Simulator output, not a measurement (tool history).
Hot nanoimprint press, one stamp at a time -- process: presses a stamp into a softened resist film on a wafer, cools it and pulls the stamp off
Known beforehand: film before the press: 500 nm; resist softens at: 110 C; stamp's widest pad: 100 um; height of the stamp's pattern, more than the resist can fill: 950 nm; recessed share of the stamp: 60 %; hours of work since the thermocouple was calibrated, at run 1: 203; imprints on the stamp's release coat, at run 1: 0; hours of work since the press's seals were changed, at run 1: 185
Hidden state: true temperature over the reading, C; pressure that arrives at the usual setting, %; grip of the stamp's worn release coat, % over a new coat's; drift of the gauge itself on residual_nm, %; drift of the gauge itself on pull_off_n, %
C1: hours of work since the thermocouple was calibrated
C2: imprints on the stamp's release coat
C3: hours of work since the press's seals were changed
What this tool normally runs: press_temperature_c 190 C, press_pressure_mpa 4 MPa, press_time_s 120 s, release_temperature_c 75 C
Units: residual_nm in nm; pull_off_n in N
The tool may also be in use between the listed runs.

{"run": 1, "hour": 0.0, "press_temperature_c": 190, "press_pressure_mpa": 4, "press_time_s": 120, "release_temperature_c": 75, "C1": 203, "C2": 0, "C3": 185, "residual_nm": 235.8, "pull_off_n": 217}
{"run": 2, "hour": 6.7, "press_temperature_c": 190, "press_pressure_mpa": 4, "press_time_s": 120, "release_temperature_c": 75, "C1": 206, "C2": 11, "C3": 187, "residual_nm": 235, "pull_off_n": 219}
{"run": 3, "hour": 14.9, "press_temperature_c": 190, "press_pressure_mpa": 4, "press_time_s": 120, "release_temperature_c": 75, "C1": 209, "C2": 24, "C3": 191, "residual_nm": 235.6, "pull_off_n": 220}
{"run": 4, "hour": 22.5, "press_temperature_c": 190, "press_pressure_mpa": 4, "press_time_s": 120, "release_temperature_c": 75, "C1": 213, "C2": 37, "C3": 194, "residual_nm": 234.6, "pull_off_n": 222}
{"run": 5, "hour": 30.9, "press_temperature_c": 190, "press_pressure_mpa": 4, "press_time_s": 120, "release_temperature_c": 75, "C1": 216, "C2": 50, "C3": 198, "residual_nm": 235.8, "pull_off_n": 222}
{"run": 6, "hour": 39.7, "press_temperature_c": 190, "press_pressure_mpa": 4, "press_time_s": 120, "release_temperature_c": 75, "C1": 220, "C2": 65, "C3": 202, "residual_nm": 236.7, "pull_off_n": 219}
{"run": 7, "hour": 45.4, "press_temperature_c": 190, "press_pressure_mpa": 5.74, "press_time_s": 120, "release_temperature_c": 75, "C1": 222, "C2": 74, "C3": 204, "residual_nm": 201.5, "pull_off_n": 222}
{"run": 8, "hour": 49.9, "press_temperature_c": 190, "press_pressure_mpa": 5.74, "press_time_s": 120, "release_temperature_c": 75, "C1": 224, "C2": 81, "C3": 206, "residual_nm": 200.7, "pull_off_n": 219}
{"run": 9, "hour": 55.6, "press_temperature_c": 190, "press_pressure_mpa": 5.74, "press_time_s": 120, "release_temperature_c": 75, "C1": 227, "C2": 91, "C3": 208, "residual_nm": 202.2, "pull_off_n": 221}
{"run": 10, "hour": 64.4, "press_temperature_c": 190, "press_pressure_mpa": 5.74, "press_time_s": 120, "release_temperature_c": 75, "C1": 231, "C2": 105, "C3": 212, "residual_nm": 203.1, "pull_off_n": 223}
{"run": 11, "hour": 70.9, "press_temperature_c": 190, "press_pressure_mpa": 5.74, "press_time_s": 120, "release_temperature_c": 75, "C1": 233, "C2": 115, "C3": 215, "residual_nm": 203.7, "pull_off_n": 224}
{"run": 12, "hour": 76.6, "press_temperature_c": 190, "press_pressure_mpa": 5.74, "press_time_s": 120, "release_temperature_c": 75, "C1": 236, "C2": 125, "C3": 217, "residual_nm": 202.1, "pull_off_n": 223}
{"run": 13, "hour": 82.3, "press_temperature_c": 190, "press_pressure_mpa": 5.74, "press_time_s": 120, "release_temperature_c": 75, "C1": 238, "C2": 134, "C3": 220, "residual_nm": 201.5, "pull_off_n": 224}
{"run": 14, "hour": 92.2, "press_temperature_c": 182, "press_pressure_mpa": 4, "press_time_s": 120, "release_temperature_c": 75, "C1": 243, "C2": 150, "C3": 224, "residual_nm": 308.6, "pull_off_n": 225}
{"run": 15, "hour": 101.3, "press_temperature_c": 182, "press_pressure_mpa": 4, "press_time_s": 120, "release_temperature_c": 75, "C1": 246, "C2": 165, "C3": 228, "residual_nm": 309.4, "pull_off_n": 227}
{"run": 16, "hour": 109.8, "press_temperature_c": 182, "press_pressure_mpa": 4, "press_time_s": 120, "release_temperature_c": 75, "C1": 250, "C2": 179, "C3": 232, "residual_nm": 310, "pull_off_n": 223}
{"run": 17, "hour": 117.1, "press_temperature_c": 190, "press_pressure_mpa": 4, "press_time_s": 160, "release_temperature_c": 75, "C1": 253, "C2": 191, "C3": 235, "residual_nm": 211, "pull_off_n": 226}
{"run": 18, "hour": 124.7, "press_temperature_c": 190, "press_pressure_mpa": 4, "press_time_s": 116, "release_temperature_c": 81, "C1": 256, "C2": 203, "C3": 238, "residual_nm": 239.5, "pull_off_n": 187}
{"run": 19, "hour": 134.8, "press_temperature_c": 190, "press_pressure_mpa": 4, "press_time_s": 116, "release_temperature_c": 81, "C1": 261, "C2": 220, "C3": 242, "residual_nm": 240.1, "pull_off_n": 186}
{"run": 20, "hour": 142.7, "press_temperature_c": 185, "press_pressure_mpa": 4.72, "press_time_s": 230, "release_temperature_c": 75, "C1": 264, "C2": 233, "C3": 246, "residual_nm": 206.5, "pull_off_n": 228}
{"run": 21, "hour": 151.3, "press_temperature_c": 178, "press_pressure_mpa": 4, "press_time_s": 120, "release_temperature_c": 65, "C1": 268, "C2": 247, "C3": 249, "residual_nm": 349.9, "pull_off_n": 296}
{"run": 22, "hour": 158.1, "press_temperature_c": 189, "press_pressure_mpa": 6.2, "press_time_s": 94, "release_temperature_c": 82, "C1": 271, "C2": 258, "C3": 252, "residual_nm": 226, "pull_off_n": 182}

Predict the results of run 23:
{"run": 23, "hour": 168.9, "press_temperature_c": 190, "press_pressure_mpa": 3.17, "press_time_s": 88, "release_temperature_c": 75, "C1": 275, "C2": 275, "C3": 257, "residual_nm": "?", "pull_off_n": "?"}

Run 23 gave residual_nm 288.3 nm, pull_off_n 226 N.
With the hidden condition absent and the run-to-run variation left alone, this run would have shown residual_nm 279.3 nm, pull_off_n 213 N.
